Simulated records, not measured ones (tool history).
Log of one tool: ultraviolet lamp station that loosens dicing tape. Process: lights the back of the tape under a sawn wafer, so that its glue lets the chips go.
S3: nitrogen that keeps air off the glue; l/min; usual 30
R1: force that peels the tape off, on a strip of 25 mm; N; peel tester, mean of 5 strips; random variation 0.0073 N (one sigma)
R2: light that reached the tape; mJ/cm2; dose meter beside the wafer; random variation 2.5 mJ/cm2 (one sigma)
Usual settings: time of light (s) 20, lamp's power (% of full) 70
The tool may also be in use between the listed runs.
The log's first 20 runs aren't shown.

Run 21, hour 579.2: usual settings but time of light (s) 17, lamp's power (% of full) 76, S3 9 l/min. Result: R1 0.575 N, R2 211 mJ/cm2.
Run 22, hour 603.2: usual settings but time of light (s) 21, lamp's power (% of full) 89, S3 18 l/min. Result: R1 0.279 N, R2 304 mJ/cm2.
Run 23, hour 634.4: usual settings but time of light (s) 21, lamp's power (% of full) 89, S3 18 l/min. Result: R1 0.286 N, R2 293 mJ/cm2.
Run 24, hour 672.7: usual settings but lamp's power (% of full) 88, S3 31 l/min. Result: R1 0.286 N, R2 270 mJ/cm2.
Run 25, hour 689.6: usual settings but time of light (s) 15, lamp's power (% of full) 93, S3 25 l/min. Result: R1 0.415 N, R2 214 mJ/cm2.
Run 26, hour 728.5: usual settings but time of light (s) 23, lamp's power (% of full) 93, S3 29 l/min. Result: R1 0.239 N, R2 315 mJ/cm2.
Run 27, hour 749.0: usual settings but time of light (s) 17, lamp's power (% of full) 74, S3 13 l/min. Result: R1 0.604 N, R2 181 mJ/cm2.
Run 28, hour 775.2: usual settings but time of light (s) 35, lamp's power (% of full) 99, S3 11 l/min. Result: R1 0.227 N, R2 499 mJ/cm2.
Run 29, hour 807.7: usual settings but time of light (s) 35, lamp's power (% of full) 99, S3 11 l/min. Result: R1 0.225 N, R2 484 mJ/cm2.
At hour 831.2: window cleaned of glue's vapour.
Run 30, hour 836.4: usual settings but time of light (s) 32, lamp's power (% of full) 74, S3 17 l/min. Result: R1 0.220 N, R2 392 mJ/cm2.
Run 31, hour 860.8: usual settings but time of light (s) 14. Result: R1 0.584 N, R2 164 mJ/cm2.
Run 32, hour 878.9: usual settings but time of light (s) 14. Result: R1 0.593 N, R2 156 mJ/cm2.
Run 33, hour 898.9: usual settings but time of light (s) 14. Result: R1 0.581 N, R2 155 mJ/cm2.
Run 34, hour 934.4: usual settings but time of light (s) 24, lamp's power (% of full) 61, S3 44 l/min. Result: R1 0.311 N, R2 228 mJ/cm2.
Run 35, hour 965.2: usual settings but time of light (s) 11. Result: R1 0.892 N, R2 115 mJ/cm2.
Run 36, hour 988.7: usual settings but time of light (s) 11. Result: R1 0.918 N, R2 111 mJ/cm2.
Run 37, hour 1007.4: usual settings but time of light (s) 11. Result: R1 0.908 N, R2 113 mJ/cm2.

Forecast each of these 3 alternatives for the next run:
Run A, hour 1033.2: usual settings but time of light (s) 14, S3 32 l/min. Result: R1 ?, R2 ?.
Run B, hour 1033.2: usual settings but S3 18 l/min. Result: R1 ?, R2 ?.
Run C, hour 1033.2: usual settings but time of light (s) 15, lamp's power (% of full) 80. Result: R1 ?, R2 ?.

run     R1   R2
  A  0.660  143
  B  0.467  202
  C  0.517  175
Without the tool's hidden state the same runs would have given:
run     R1   R2
  A  0.389  206
  B  0.290  291
  C  0.313  251
